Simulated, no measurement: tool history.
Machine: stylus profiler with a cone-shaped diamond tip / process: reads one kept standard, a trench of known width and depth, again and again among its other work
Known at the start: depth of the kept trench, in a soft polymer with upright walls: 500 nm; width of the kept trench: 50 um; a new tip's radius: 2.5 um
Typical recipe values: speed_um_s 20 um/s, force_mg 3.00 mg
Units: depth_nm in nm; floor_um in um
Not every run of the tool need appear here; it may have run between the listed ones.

run   hour  speed_um_s  force_mg  depth_nm  floor_um
  1    0.0          20      3.00    505.85     46.90
  2   40.3          20      3.00    505.80     46.91
  3   84.3          20      3.00    506.04     46.92
  4  132.3          20      3.00    505.86     46.93
  5  175.5          57      3.00    505.82     46.81
  6  225.6          57      3.00    506.20     46.81
  7  263.9          20      3.65    506.57     46.90
  8  316.1           6      3.00    505.96     46.93
  9  352.3           6      3.00    505.77     47.02
 10  379.6           6      3.00    505.92     46.92
 11  409.8           5      3.00    505.88     46.97
 12  434.9          14      3.00    505.77     46.89
 13  478.7          12      3.00    505.95     46.96
 14  518.4          12      3.00    505.98     46.92
 15  561.3          10      1.44    503.58     46.89
 16  582.2          20      2.40    505.12     46.91
 17  608.0          21      7.56    510.94     46.84
     625.4  -- new tip fitted, height scale calibrated
 18  634.5          21      7.56    510.85     46.92
 19  677.8          20      4.79    508.03     46.97
 20  728.9          20      1.60    503.78     46.88
 21  767.0          20      2.44    505.08     46.88
 22  797.7          20      2.44    505.25     46.96
 23  831.5          20      4.87    508.40     46.97

For some of the steps in floor_um from one run to the next: how much would appear even if the tool had no hidden state, given the settings, what came in and random variation, and how much remains for the hidden state plus any gauge scatter that the measured result and the result without hidden state don't share?
Hidden state present: radius of the tip, um; height scale over the true one, %; drift of the gauge itself on depth_nm, %; drift of the gauge itself on floor_um, %.
Run 3 -> 4: no setting changed, nothing entered. floor_um +0.01 um: hidden state -0.01, all else +0.02.
Run 4 -> 5: speed_um_s 20 -> 57. floor_um -0.12 um: hidden state +0.00, all else -0.12.
Run 9 -> 10: no setting changed, nothing entered. floor_um -0.10 um: hidden state +0.01, all else -0.11.
Run 17 -> 18: new tip fitted, height scale calibrated. floor_um +0.08 um: hidden state +0.04, all else +0.04.
